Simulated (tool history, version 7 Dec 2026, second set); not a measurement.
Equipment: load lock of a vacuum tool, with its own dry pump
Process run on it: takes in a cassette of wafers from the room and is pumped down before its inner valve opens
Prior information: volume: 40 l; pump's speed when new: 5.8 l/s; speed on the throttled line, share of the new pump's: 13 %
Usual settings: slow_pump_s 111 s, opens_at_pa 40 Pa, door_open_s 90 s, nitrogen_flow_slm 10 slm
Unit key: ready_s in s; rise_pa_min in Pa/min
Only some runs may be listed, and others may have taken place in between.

run	day	slow_pump_s	opens_at_pa	door_open_s	nitrogen_flow_slm	incoming humidity of the room's air, %	ready_s	rise_pa_min
1	0.000	111	40	90	10	46.7	152.1	0.073
2	1.742	111	40	41	10	43.2	152.2	0.047
3	3.742	111	40	41	10	44.8	151.7	0.048
4	5.417	111	40	90	31	48.3	152.8	0.045
5	8.875	111	40	136	31	47.0	152.3	0.052
6	12.279	111	40	90	10	48.8	152.6	0.075
7	14.446	111	40	90	10	43.2	152.3	0.065
8	16.762	96	40	90	10	43.9	139.0	0.068
9	20.483	96	40	90	10	45.9	140.2	0.071
10	23.479	96	40	90	10	43.4	139.9	0.068
11	27.058	128	40	90	11	46.3	167.3	0.074
12	30.329	158	40	90	11	45.2	193.5	0.066
13	32.050	56	40	90	11	43.1	105.2	0.068
14	34.008	151	48	90	5	42.3	185.2	0.088

A few steps of ready_s between consecutive runs. Split each: what settings, incoming material and random variation would produce without the hidden state, and what is left over for the hidden state, along with gauge scatter present in only one of the two compared results (measured, and without hidden state):
What the log doesn't record here: pump's speed, % of a new pump's; leak at the door's seal, Pa l/s; drift of the gauge itself on ready_s, %; drift of the gauge itself on rise_pa_min, %.
Run 12 -> 13: slow_pump_s 158 -> 56. ready_s -88.3 s: hidden state +0.5, all else -88.8.
Run 13 -> 14: slow_pump_s 56 -> 151, opens_at_pa 40 -> 48, nitrogen_flow_slm 11 -> 5. ready_s +80.0 s: hidden state -0.7, all else +80.7.

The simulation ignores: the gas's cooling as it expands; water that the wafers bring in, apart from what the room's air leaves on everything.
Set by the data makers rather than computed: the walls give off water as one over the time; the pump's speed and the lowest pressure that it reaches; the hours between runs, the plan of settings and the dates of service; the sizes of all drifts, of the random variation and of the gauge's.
